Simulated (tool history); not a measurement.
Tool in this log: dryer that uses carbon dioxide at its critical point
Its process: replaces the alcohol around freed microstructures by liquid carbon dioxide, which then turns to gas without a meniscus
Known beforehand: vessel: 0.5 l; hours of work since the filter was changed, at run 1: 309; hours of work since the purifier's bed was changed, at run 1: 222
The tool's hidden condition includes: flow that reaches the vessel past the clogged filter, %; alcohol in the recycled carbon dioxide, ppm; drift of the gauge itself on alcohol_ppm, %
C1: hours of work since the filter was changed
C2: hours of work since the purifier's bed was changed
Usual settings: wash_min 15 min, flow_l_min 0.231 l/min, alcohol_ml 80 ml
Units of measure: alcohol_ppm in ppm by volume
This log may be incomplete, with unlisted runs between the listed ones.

run 1 hour=0 | wash_min=15 flow_l_min=0.231 alcohol_ml=80 | C1=309 C2=222 | alcohol_ppm=977
run 2 hour=6.8 | wash_min=19 flow_l_min=0.231 alcohol_ml=80 | C1=314 C2=226 | alcohol_ppm=303
run 3 hour=11.1 | wash_min=17 flow_l_min=0.231 alcohol_ml=80 | C1=316 C2=229 | alcohol_ppm=540
run 4 hour=19.7 | wash_min=17 flow_l_min=0.231 alcohol_ml=80 | C1=322 C2=235 | alcohol_ppm=527
run 5 hour=25 | wash_min=15 flow_l_min=0.231 alcohol_ml=80 | C1=325 C2=238 | alcohol_ppm=1023
run 6 hour=32.7 | wash_min=15 flow_l_min=0.231 alcohol_ml=80 | C1=330 C2=243 | alcohol_ppm=1028
run 7 hour=37.3 | wash_min=15 flow_l_min=0.231 alcohol_ml=80 | C1=333 C2=246 | alcohol_ppm=1076
run 8 hour=41.1 | wash_min=15 flow_l_min=0.231 alcohol_ml=80 | C1=336 C2=249 | alcohol_ppm=1060
run 9 hour=49.7 | wash_min=15 flow_l_min=0.337 alcohol_ml=80 | C1=341 C2=254 | alcohol_ppm=170
run 10 hour=55.5 | wash_min=15 flow_l_min=0.337 alcohol_ml=80 | C1=345 C2=258 | alcohol_ppm=173
run 11 hour=63 | wash_min=15 flow_l_min=0.337 alcohol_ml=80 | C1=350 C2=263 | alcohol_ppm=178
run 12 hour=71.4 | wash_min=15 flow_l_min=0.337 alcohol_ml=38 | C1=355 C2=268 | alcohol_ppm=116
run 13 hour=78.4 | wash_min=15 flow_l_min=0.337 alcohol_ml=38 | C1=360 C2=273 | alcohol_ppm=130
run 14 hour=83.7 | wash_min=15 flow_l_min=0.291 alcohol_ml=30 | C1=363 C2=276 | alcohol_ppm=177
run 15 hour=92.8 | wash_min=15 flow_l_min=0.291 alcohol_ml=30 | C1=369 C2=282 | alcohol_ppm=186
run 16 hour=98.2 | wash_min=11 flow_l_min=0.146 alcohol_ml=25 | C1=373 C2=286 | alcohol_ppm=4745

The logged runs with the hidden state left out (each run's random variation unchanged):
run=1 alcohol_ppm=438
run=2 alcohol_ppm=99
run=3 alcohol_ppm=207
run=4 alcohol_ppm=190
run=5 alcohol_ppm=434
run=6 alcohol_ppm=436
run=7 alcohol_ppm=450
run=8 alcohol_ppm=442
run=9 alcohol_ppm=29
run=10 alcohol_ppm=35
run=11 alcohol_ppm=38
run=12 alcohol_ppm=11
run=13 alcohol_ppm=24
run=14 alcohol_ppm=35
run=15 alcohol_ppm=38
run=16 alcohol_ppm=3037
